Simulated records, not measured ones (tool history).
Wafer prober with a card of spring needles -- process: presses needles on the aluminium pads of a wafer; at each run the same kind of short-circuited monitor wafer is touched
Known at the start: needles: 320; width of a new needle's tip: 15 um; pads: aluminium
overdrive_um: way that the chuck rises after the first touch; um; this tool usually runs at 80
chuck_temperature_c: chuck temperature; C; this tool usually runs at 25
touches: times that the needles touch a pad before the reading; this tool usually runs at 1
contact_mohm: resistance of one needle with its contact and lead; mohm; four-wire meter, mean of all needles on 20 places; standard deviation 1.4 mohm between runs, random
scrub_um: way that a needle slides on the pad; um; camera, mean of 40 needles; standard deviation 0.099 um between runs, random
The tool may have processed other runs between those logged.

Run 1, day 0: usual settings. Result: contact_mohm 119 mohm, scrub_um 22.5 um.
At day 0.071: tips cleaned on abrasive film.
At day 0.383: tips cleaned on abrasive film.
Run 2, day 0.446: usual settings but overdrive_um 71 um. Result: contact_mohm 122 mohm, scrub_um 19.77 um.
At day 0.679: tips cleaned on abrasive film.
At day 0.983: tips cleaned on abrasive film.
Run 3, day 1.012: usual settings but chuck_temperature_c 117 C. Result: contact_mohm 130 mohm, scrub_um 22.23 um.
At day 1.296: tips cleaned on abrasive film.
At day 1.638: tips cleaned on abrasive film.
Run 4, day 1.746: usual settings but chuck_temperature_c 117 C. Result: contact_mohm 135 mohm, scrub_um 22.29 um.
At day 1.95: tips cleaned on abrasive film.
At day 2.258: tips cleaned on abrasive film.
Run 5, day 2.446: usual settings. Result: contact_mohm 120 mohm, scrub_um 22.38 um.
At day 2.596: tips cleaned on abrasive film.
Run 6, day 2.8: usual settings. Result: contact_mohm 121 mohm, scrub_um 22.33 um.
At day 2.892: tips cleaned on abrasive film.
Run 7, day 3.179: usual settings. Result: contact_mohm 122 mohm, scrub_um 22.38 um.
At day 3.229: tips cleaned on abrasive film.
At day 3.554: tips cleaned on abrasive film.
Run 8, day 3.554: usual settings. Result: contact_mohm 119 mohm, scrub_um 22.34 um.
At day 3.875: tips cleaned on abrasive film.
Run 9, day 3.946: usual settings but chuck_temperature_c 27 C. Result: contact_mohm 119 mohm, scrub_um 22.51 um.
At day 4.204: tips cleaned on abrasive film.
Run 10, day 4.438: usual settings but chuck_temperature_c 27 C. Result: contact_mohm 120 mohm, scrub_um 22.34 um.
At day 4.512: tips cleaned on abrasive film.
At day 4.846: tips cleaned on abrasive film.
Run 11, day 4.971: usual settings but chuck_temperature_c 27 C. Result: contact_mohm 120 mohm, scrub_um 22.27 um.
At day 5.167: tips cleaned on abrasive film.
At day 5.475: tips cleaned on abrasive film.
At day 5.512: height of the first contact set anew.
Run 12, day 5.512: usual settings but chuck_temperature_c 27 C. Result: contact_mohm 119 mohm, scrub_um 22.39 um.
At day 5.808: tips cleaned on abrasive film.
At day 6.117: tips cleaned on abrasive film.
Run 13, day 6.129: usual settings but chuck_temperature_c 39 C. Result: contact_mohm 123 mohm, scrub_um 22.38 um.
At day 6.45: tips cleaned on abrasive film.
At day 6.746: tips cleaned on abrasive film.
Run 14, day 6.871: usual settings but chuck_temperature_c 39 C. Result: contact_mohm 120 mohm, scrub_um 22.31 um.
At day 7.071: tips cleaned on abrasive film.
Run 15, day 7.254: usual settings but chuck_temperature_c 97 C, touches 2. Result: contact_mohm 129 mohm, scrub_um 22.33 um.
At day 7.417: tips cleaned on abrasive film.
At day 7.754: tips cleaned on abrasive film.
Run 16, day 7.838: usual settings but overdrive_um 87 um, chuck_temperature_c 97 C, touches 2. Result: contact_mohm 127 mohm, scrub_um 24.5 um.
At day 8.062: tips cleaned on abrasive film.
Run 17, day 8.262: usual settings but overdrive_um 96 um, touches 2. Result: contact_mohm 117 mohm, scrub_um 26.81 um.
At day 8.358: tips cleaned on abrasive film.
At day 8.662: tips cleaned on abrasive film.
Run 18, day 8.662: usual settings but chuck_temperature_c 103 C. Result: contact_mohm 129 mohm, scrub_um 22.35 um.
At day 8.967: tips cleaned on abrasive film.
At day 9.267: tips cleaned on abrasive film.
Run 19, day 9.325: usual settings but chuck_temperature_c 29 C. Result: contact_mohm 119 mohm, scrub_um 22.19 um.
At day 9.612: tips cleaned on abrasive film.
Run 20, day 9.871: usual settings. Result: contact_mohm 120 mohm, scrub_um 22.14 um.

The next listed run, before its measurement:
At day 9.929: tips cleaned on abrasive film.
At day 10.25: tips cleaned on abrasive film.
At day 10.554: tips cleaned on abrasive film.
Run 21, day 10.629: usual settings. Result: contact_mohm ?, scrub_um ?.

{"run 21": {"contact_mohm": 119, "scrub_um": 22.31}}
Minus the tool's unlogged condition, the same run would have read contact_mohm 119 mohm, scrub_um 22.31 um.

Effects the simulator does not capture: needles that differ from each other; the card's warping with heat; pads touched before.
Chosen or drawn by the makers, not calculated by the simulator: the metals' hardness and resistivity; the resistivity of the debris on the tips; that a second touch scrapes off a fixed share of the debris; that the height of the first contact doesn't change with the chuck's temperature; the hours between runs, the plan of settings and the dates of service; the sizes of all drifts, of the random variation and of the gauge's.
